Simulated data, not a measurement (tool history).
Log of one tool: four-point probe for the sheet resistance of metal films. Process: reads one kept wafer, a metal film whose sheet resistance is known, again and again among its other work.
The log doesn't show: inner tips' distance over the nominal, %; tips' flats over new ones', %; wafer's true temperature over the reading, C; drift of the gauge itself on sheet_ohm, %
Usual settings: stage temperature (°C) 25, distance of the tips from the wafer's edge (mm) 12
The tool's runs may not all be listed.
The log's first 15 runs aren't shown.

run,hour,stage temperature (°C),distance of the tips from the wafer's edge (mm),touches since the probe head was changed,hours of work since the stage's thermometer was calibrated,sheet resistance as the instrument gives it (ohm/square)
16,515.1,33,12,19959,1422,2.78324
17,541.2,33,12,20450,1435,2.783276
18,564,33,12,20878,1447,2.784502
# hour 579.6: stage's thermometer calibrated
19,609,25,12,21715,15,2.786085
20,636.7,25,12,22235,30,2.786819
21,657.5,25,31,22626,41,2.784422
22,697.3,25,12,23372,62,2.786994
23,744,25,12,24250,86,2.78745

Run 24 comes next. What will it give?
# hour 756.4: stage's thermometer calibrated, once more
24,775.8,25,12,24839,10,?

Run 24 gave sheet resistance as the instrument gives it (ohm/square) 2.779378.
Without the tool's hidden state the same run would have given sheet resistance as the instrument gives it (ohm/square) 2.783114.

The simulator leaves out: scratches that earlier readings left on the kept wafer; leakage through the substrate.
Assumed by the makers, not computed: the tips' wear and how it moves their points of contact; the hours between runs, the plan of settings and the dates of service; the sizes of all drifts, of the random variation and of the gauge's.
